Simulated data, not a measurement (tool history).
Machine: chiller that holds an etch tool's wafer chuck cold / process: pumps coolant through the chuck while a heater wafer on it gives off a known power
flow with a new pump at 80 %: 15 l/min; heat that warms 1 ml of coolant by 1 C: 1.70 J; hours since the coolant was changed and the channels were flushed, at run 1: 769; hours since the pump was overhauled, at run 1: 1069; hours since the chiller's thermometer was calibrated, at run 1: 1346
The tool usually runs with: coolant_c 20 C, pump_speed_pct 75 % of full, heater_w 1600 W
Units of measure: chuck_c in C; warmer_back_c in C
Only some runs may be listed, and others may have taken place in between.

run,day,coolant_c,pump_speed_pct,heater_w,hours since the coolant was changed and the channels were flushed,hours since the pump was overhauled,hours since the chiller's thermometer was calibrated,chuck_c,warmer_back_c
1,0.000,20,75,1600,769,1069,1346,33.4,4.05
2,1.738,20,75,1600,811,1111,1388,33.5,4.08
3,3.492,20,75,1600,853,1153,1430,33.4,4.08
4,4.888,20,78,1600,887,1186,1464,33.0,3.86
5,6.333,20,78,1600,921,1221,1498,33.2,3.89
6,7.442,20,78,1600,948,1248,1525,33.1,3.96
7,8.900,20,89,1600,983,1283,1560,32.1,3.46
8,10.258,20,75,1600,1016,1315,1593,33.5,4.10
9,11.146,20,75,1600,1037,1336,1614,33.5,4.07
10,13.217,20,75,1600,1087,1386,1664,33.6,4.10
11,15.325,20,75,1600,1137,1437,1714,33.6,4.05
12,16.733,18,75,823,1171,1471,1748,25.0,2.12
13,17.917,18,75,1198,1199,1499,1776,28.1,3.06
14,19.242,11,77,851,1231,1531,1808,17.8,2.10
15,21.088,20,93,1674,1275,1575,1853,32.1,3.45
16,22.346,20,72,1600,1306,1605,1883,34.1,4.26
17,23.979,30,72,1240,1345,1645,1922,40.8,3.33
18,25.171,24,72,2274,1373,1673,1951,44.1,6.06
19,26.804,24,72,2274,1413,1712,1990,44.0,6.10
20,27.996,10,79,2274,1441,1741,2018,28.7,5.52
21,29.367,15,75,1600,1474,1774,2051,28.4,4.12

Some steps in chuck_c, run to run, broken into two amounts with sign: the step expected even without the hidden condition (settings, incoming material, random variation), and the rest, left for the hidden condition together with whatever gauge scatter is not in both the measured and the hidden-condition-free result:
The hidden state here: heat passed by the chuck's channels, % of clean ones'; flow at a given pump speed, % of a new pump's; coolant's true temperature over the reading, C; drift of the gauge itself on chuck_c, C; drift of the gauge itself on warmer_back_c, C.
Run 11 -> 12: coolant_c 20 -> 18, heater_w 1600 -> 823. chuck_c -8.6 C: hidden state -0.2, all else -8.4.
Run 14 -> 15: coolant_c 11 -> 20, pump_speed_pct 77 -> 93, heater_w 851 -> 1674. chuck_c +14.3 C: hidden state +0.2, all else +14.1.
Run 17 -> 18: coolant_c 30 -> 24, heater_w 1240 -> 2274. chuck_c +3.3 C: hidden state +0.4, all else +2.9.
Run 19 -> 20: coolant_c 24 -> 10, pump_speed_pct 72 -> 79. chuck_c -15.3 C: hidden state -0.1, all else -15.2.
